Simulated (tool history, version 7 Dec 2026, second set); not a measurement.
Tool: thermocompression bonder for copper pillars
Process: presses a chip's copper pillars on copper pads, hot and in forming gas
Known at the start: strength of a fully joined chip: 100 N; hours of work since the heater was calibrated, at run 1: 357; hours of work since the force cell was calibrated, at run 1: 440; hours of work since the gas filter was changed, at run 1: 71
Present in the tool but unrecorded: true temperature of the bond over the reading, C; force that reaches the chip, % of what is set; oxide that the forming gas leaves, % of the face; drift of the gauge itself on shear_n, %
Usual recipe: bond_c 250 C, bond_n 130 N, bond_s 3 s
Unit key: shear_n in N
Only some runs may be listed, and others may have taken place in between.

| run | hour | bond_c | bond_n | bond_s | hours of work since the heater was calibrated | hours of work since the force cell was calibrated | hours of work since the gas filter was changed | shear_n |
|---|---|---|---|---|---|---|---|---|
| 1 | 0 | 250 | 130 | 3 | 357 | 440 | 71 | 49.7 |
| 2 | 13.3 | 250 | 130 | 3 | 365 | 449 | 80 | 49.3 |
| 3 | 21.8 | 250 | 130 | 3 | 371 | 454 | 85 | 49.6 |
| 4 | 31 | 250 | 130 | 6 | 377 | 460 | 91 | 59.9 |
| 5 | 44.7 | 250 | 130 | 3 | 385 | 469 | 99 | 51 |
| 6 | 59.6 | 250 | 130 | 3 | 395 | 478 | 109 | 48.6 |
| 7 | 69.4 | 250 | 130 | 3 | 401 | 484 | 115 | 49.7 |
| 8 | 83.4 | 250 | 130 | 7 | 410 | 493 | 124 | 64.2 |
| 9 | 101.4 | 250 | 130 | 2 | 421 | 505 | 135 | 42 |
| 10 | 112.5 | 227 | 130 | 3 | 428 | 512 | 142 | 32.6 |
| 11 | 127.2 | 227 | 130 | 3 | 438 | 521 | 152 | 32.9 |
| 12 | 140.3 | 250 | 130 | 3 | 446 | 529 | 160 | 49.6 |
| 13 | 151.5 | 250 | 130 | 3 | 453 | 536 | 167 | 50 |
| 14 | 167.9 | 250 | 130 | 2 | 463 | 547 | 177 | 41.7 |
| 15 | 181.8 | 250 | 130 | 4 | 472 | 556 | 186 | 54.1 |
| 16 | 195.8 | 250 | 130 | 4 | 481 | 564 | 195 | 53.7 |
| 17 | 211.6 | 250 | 130 | 4 | 491 | 574 | 205 | 54.5 |
| 18 | 226.6 | 250 | 99 | 4 | 500 | 584 | 215 | 44.9 |
| 19 | 239.9 | 250 | 99 | 4 | 509 | 592 | 223 | 45.6 |
| 20 | 256.5 | 250 | 130 | 3 | 519 | 603 | 233 | 49.2 |
| 21 | 266.9 | 275 | 148 | 4 | 526 | 609 | 240 | 79.7 |
| 22 | 283.4 | 272 | 193 | 2 | 536 | 620 | 250 | 73.6 |
| 23 | 292.4 | 255 | 99 | 3 | 542 | 626 | 256 | 42.9 |
| 24 | 304.9 | 231 | 130 | 3 | 550 | 633 | 264 | 33.5 |
| 25 | 314 | 231 | 149 | 2 | 556 | 639 | 270 | 32.3 |
| 26 | 325.9 | 235 | 116 | 2 | 563 | 647 | 277 | 28.6 |
| 27 | 335 | 250 | 158 | 3 | 569 | 653 | 283 | 56.6 |
| 28 | 351.8 | 268 | 154 | 2 | 580 | 663 | 294 | 62.1 |
| 29 | 368.6 | 268 | 87 | 3 | 590 | 674 | 304 | 48.5 |
|  | 376 | forming gas filter changed |
| 30 | 379.4 | 280 | 139 | 3 | 597 | 680 | 2 | 76.1 |
| 31 | 398.3 | 280 | 139 | 3 | 609 | 692 | 14 | 74.9 |
| 32 | 415 | 261 | 155 | 3 | 619 | 703 | 25 | 64.7 |
| 33 | 431.2 | 262 | 143 | 3 | 630 | 713 | 35 | 63.6 |
| 34 | 447.6 | 228 | 113 | 3 | 640 | 723 | 45 | 29.2 |

Forecast run 35:
| 35 | 465.7 | 250 | 187 | 5 | 651 | 735 | 57 | ? |

{"run 35": {"shear_n": 72.3}}
On a tool with no hidden condition, and with the same random variation, this run would have come out at shear_n 72.5 N.
